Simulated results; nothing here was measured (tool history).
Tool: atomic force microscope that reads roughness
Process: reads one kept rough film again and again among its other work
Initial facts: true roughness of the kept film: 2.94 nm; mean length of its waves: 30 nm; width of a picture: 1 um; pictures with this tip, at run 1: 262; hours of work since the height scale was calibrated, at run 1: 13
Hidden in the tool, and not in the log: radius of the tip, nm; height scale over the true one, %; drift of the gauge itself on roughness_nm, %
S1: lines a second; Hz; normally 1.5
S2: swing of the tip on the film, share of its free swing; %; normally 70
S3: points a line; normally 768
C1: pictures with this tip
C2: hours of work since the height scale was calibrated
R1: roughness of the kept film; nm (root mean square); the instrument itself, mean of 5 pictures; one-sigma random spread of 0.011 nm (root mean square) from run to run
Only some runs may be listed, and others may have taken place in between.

run   hour    S1  S2   S3   C1  C2     R1
  1      0   1.5  70  768  262  13   2.63
  2   12.6  2.69  70  768  275  20  2.537
        18  -- new tip fitted
  3     29  2.69  70  768   11  28  2.562
  4   41.6  2.69  70  713   24  35  2.563
  5   61.5  2.69  70  713   44  46  2.552
  6   83.1  2.69  70  713   66  57  2.565
  7   95.5   1.5  70  273   78  64  2.604
  8  116.8   1.5  70  577  100  75  2.647

What will run 9 give?
  9  139.9  1.5  70  472  123  87   ?

{"run 9": {"R1": 2.637}}
Without the tool's hidden state the same run would have given R1 2.64 nm (root mean square).
